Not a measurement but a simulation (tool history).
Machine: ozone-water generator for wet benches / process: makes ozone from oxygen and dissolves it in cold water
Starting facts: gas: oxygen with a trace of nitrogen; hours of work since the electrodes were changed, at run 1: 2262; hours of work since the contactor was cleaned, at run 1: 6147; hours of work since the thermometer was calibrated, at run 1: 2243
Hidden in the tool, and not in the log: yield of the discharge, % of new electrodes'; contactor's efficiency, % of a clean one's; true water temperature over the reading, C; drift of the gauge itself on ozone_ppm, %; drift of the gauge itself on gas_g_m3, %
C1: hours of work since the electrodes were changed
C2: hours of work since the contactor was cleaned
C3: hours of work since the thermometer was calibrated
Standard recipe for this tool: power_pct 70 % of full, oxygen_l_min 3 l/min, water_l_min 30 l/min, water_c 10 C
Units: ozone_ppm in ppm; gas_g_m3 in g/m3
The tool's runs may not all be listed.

Run 1, hour 0: usual settings; C1 2262; C2 6147; C3 2243. Result: ozone_ppm 6.7 ppm, gas_g_m3 144.3 g/m3.
Run 2, hour 48.2: usual settings but power_pct 55 % of full; C1 2305; C2 6190; C3 2287. Result: ozone_ppm 5.2 ppm, gas_g_m3 121 g/m3.
Run 3, hour 89.5: usual settings but power_pct 55 % of full; C1 2343; C2 6228; C3 2324. Result: ozone_ppm 5.6 ppm, gas_g_m3 121 g/m3.
Run 4, hour 139.7: usual settings but power_pct 55 % of full; C1 2388; C2 6273; C3 2370. Result: ozone_ppm 5.5 ppm, gas_g_m3 120.6 g/m3.
Run 5, hour 175.4: usual settings but power_pct 55 % of full; C1 2421; C2 6306; C3 2402. Result: ozone_ppm 5.6 ppm, gas_g_m3 123 g/m3.
Run 6, hour 202.9: usual settings but water_l_min 46 l/min; C1 2446; C2 6331; C3 2427. Result: ozone_ppm 4.2 ppm, gas_g_m3 143.7 g/m3.
Run 7, hour 248.3: usual settings but water_l_min 46 l/min; C1 2487; C2 6372; C3 2469. Result: ozone_ppm 4.1 ppm, gas_g_m3 144.8 g/m3.
Run 8, hour 311.5: usual settings but water_l_min 46 l/min; C1 2544; C2 6430; C3 2526. Result: ozone_ppm 4.3 ppm, gas_g_m3 143.1 g/m3.
Run 9, hour 363.6: usual settings but water_l_min 46 l/min; C1 2592; C2 6477; C3 2573. Result: ozone_ppm 4.2 ppm, gas_g_m3 144.7 g/m3.
Run 10, hour 422.9: usual settings but power_pct 61 % of full; C1 2646; C2 6531; C3 2627. Result: ozone_ppm 6 ppm, gas_g_m3 130.8 g/m3.
Run 11, hour 462.5: usual settings but power_pct 61 % of full; C1 2682; C2 6567; C3 2663. Result: ozone_ppm 6 ppm, gas_g_m3 128.1 g/m3.
Run 12, hour 518.3: usual settings but power_pct 61 % of full; C1 2732; C2 6617; C3 2714. Result: ozone_ppm 6 ppm, gas_g_m3 131.4 g/m3.
Run 13, hour 546.5: usual settings but power_pct 61 % of full; C1 2758; C2 6643; C3 2739. Result: ozone_ppm 5.8 ppm, gas_g_m3 128.7 g/m3.
Run 14, hour 592.1: usual settings; C1 2799; C2 6684; C3 2781. Result: ozone_ppm 6.6 ppm, gas_g_m3 142.5 g/m3.
Run 15, hour 620.7: usual settings; C1 2825; C2 6710; C3 2807. Result: ozone_ppm 6.7 ppm, gas_g_m3 143.6 g/m3.
Run 16, hour 666.2: usual settings; C1 2866; C2 6752; C3 2848. Result: ozone_ppm 6.6 ppm, gas_g_m3 143.7 g/m3.
Run 17, hour 721.5: usual settings but power_pct 78 % of full; C1 2917; C2 6802; C3 2898. Result: ozone_ppm 7.3 ppm, gas_g_m3 155.7 g/m3.
Run 18, hour 769: usual settings but oxygen_l_min 3.28 l/min, water_l_min 46 l/min, water_c 8 C; C1 2960; C2 6845; C3 2942. Result: ozone_ppm 4.5 ppm, gas_g_m3 139.3 g/m3.
Run 19, hour 832.6: usual settings but oxygen_l_min 3.28 l/min, water_l_min 46 l/min, water_c 8 C; C1 3018; C2 6903; C3 2999. Result: ozone_ppm 4.3 ppm, gas_g_m3 140.1 g/m3.
Run 20, hour 876.1: usual settings but oxygen_l_min 3.7 l/min, water_l_min 24 l/min, water_c 8 C; C1 3057; C2 6942; C3 3039. Result: ozone_ppm 9 ppm, gas_g_m3 131.9 g/m3.
At hour 897.4: water thermometer calibrated.
Run 21, hour 938.5: usual settings but oxygen_l_min 2.16 l/min, water_l_min 24 l/min, water_c 8 C; C1 3113; C2 6998; C3 37. Result: ozone_ppm 7.4 ppm, gas_g_m3 165.2 g/m3.
Run 22, hour 999.9: usual settings but oxygen_l_min 3.65 l/min, water_l_min 24 l/min, water_c 6 C; C1 3169; C2 7054; C3 93. Result: ozone_ppm 9.1 ppm, gas_g_m3 133.7 g/m3.
Run 23, hour 1040.1: usual settings but power_pct 42 % of full, oxygen_l_min 3.65 l/min, water_l_min 21 l/min, water_c 6 C; C1 3206; C2 7091; C3 130. Result: ozone_ppm 7.3 ppm, gas_g_m3 91.7 g/m3.
Run 24, hour 1081.8: usual settings but power_pct 91 % of full, water_c 7 C; C1 3243; C2 7129; C3 167. Result: ozone_ppm 8.1 ppm, gas_g_m3 173.5 g/m3.
Run 25, hour 1126.1: usual settings but power_pct 91 % of full, water_l_min 22 l/min, water_c 6 C; C1 3284; C2 7169; C3 208. Result: ozone_ppm 11.4 ppm, gas_g_m3 173.5 g/m3.
Run 26, hour 1154.6: usual settings but power_pct 91 % of full, oxygen_l_min 4.19 l/min, water_l_min 22 l/min, water_c 6 C; C1 3310; C2 7195; C3 234. Result: ozone_ppm 12.4 ppm, gas_g_m3 152.3 g/m3.
Run 27, hour 1206: usual settings but power_pct 54 % of full, water_l_min 24 l/min; C1 3356; C2 7241; C3 280. Result: ozone_ppm 6.8 ppm, gas_g_m3 119.6 g/m3.
Run 28, hour 1264.3: usual settings but power_pct 94 % of full; C1 3409; C2 7294; C3 333. Result: ozone_ppm 8.1 ppm, gas_g_m3 178.8 g/m3.

For run 29, what comes out?
Run 29, hour 1298.9: usual settings but power_pct 76 % of full, oxygen_l_min 2.52 l/min, water_l_min 47 l/min; C1 3441; C2 7326; C3 365. Result: ozone_ppm ?, gas_g_m3 ?.

ozone_ppm: 4.1 ppm
gas_g_m3: 162.8 g/m3
Had the tool carried no hidden state, the very same run would have given ozone_ppm 4.1 ppm, gas_g_m3 162.9 g/m3.

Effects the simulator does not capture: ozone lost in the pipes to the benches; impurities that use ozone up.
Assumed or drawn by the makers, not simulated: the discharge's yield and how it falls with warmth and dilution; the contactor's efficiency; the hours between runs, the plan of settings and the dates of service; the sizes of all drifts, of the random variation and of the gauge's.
